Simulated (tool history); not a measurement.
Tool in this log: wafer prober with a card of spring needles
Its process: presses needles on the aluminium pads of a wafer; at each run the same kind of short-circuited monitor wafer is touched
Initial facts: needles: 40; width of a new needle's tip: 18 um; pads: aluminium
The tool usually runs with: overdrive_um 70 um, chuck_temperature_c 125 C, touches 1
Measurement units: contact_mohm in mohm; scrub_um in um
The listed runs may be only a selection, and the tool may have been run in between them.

run   hour  overdrive_um  chuck_temperature_c  touches  contact_mohm  scrub_um
  1      0            70                  125        1           251      9.54
  2    8.5            70                  125        1           431      9.57
      17.8  -- tips cleaned on abrasive film
  3   21.4            70                  125        1           604      9.52
  4   31.3            70                  125        1           566      9.54
      37.2  -- tips cleaned on abrasive film
  5   44.2            70                  125        1           377      9.46
  6   49.7            70                  125        1           452      9.44
        56  -- tips cleaned on abrasive film
  7   57.7            82                  125        1           228     11.07
  8   67.4            66                   53        3           282      8.81
      70.2  -- tips cleaned on abrasive film, once more
  9   74.5            70                  125        1           341      9.45
 10   81.8            70                  125        2           341      9.33
      89.5  -- tips cleaned on abrasive film
 11   92.2            64                  113        2           262      8.61
 12  104.7            70                   32        1           516      9.41
     109.3  -- tips cleaned on abrasive film
 13  114.8            70                   32        1           376      9.35
 14  124.1            50                  106        2           553      6.66

Predict each of these 3 candidate next runs independently; none follows another, all start after run 14:
      128  -- tips cleaned on abrasive film
  A   130            78                   88        2             ?         ?
      128  -- tips cleaned on abrasive film
  B   130            70                  125        1             ?         ?
      128  -- tips cleaned on abrasive film
  C   130            61                  125        2             ?         ?

run  contact_mohm  scrub_um
  A           214     10.44
  B           277      9.34
  C           258      8.13
Had the tool no hidden state, the same runs would have come out as:
run  contact_mohm  scrub_um
  A           157      10.7
  B           168      9.61
  C           172       8.4
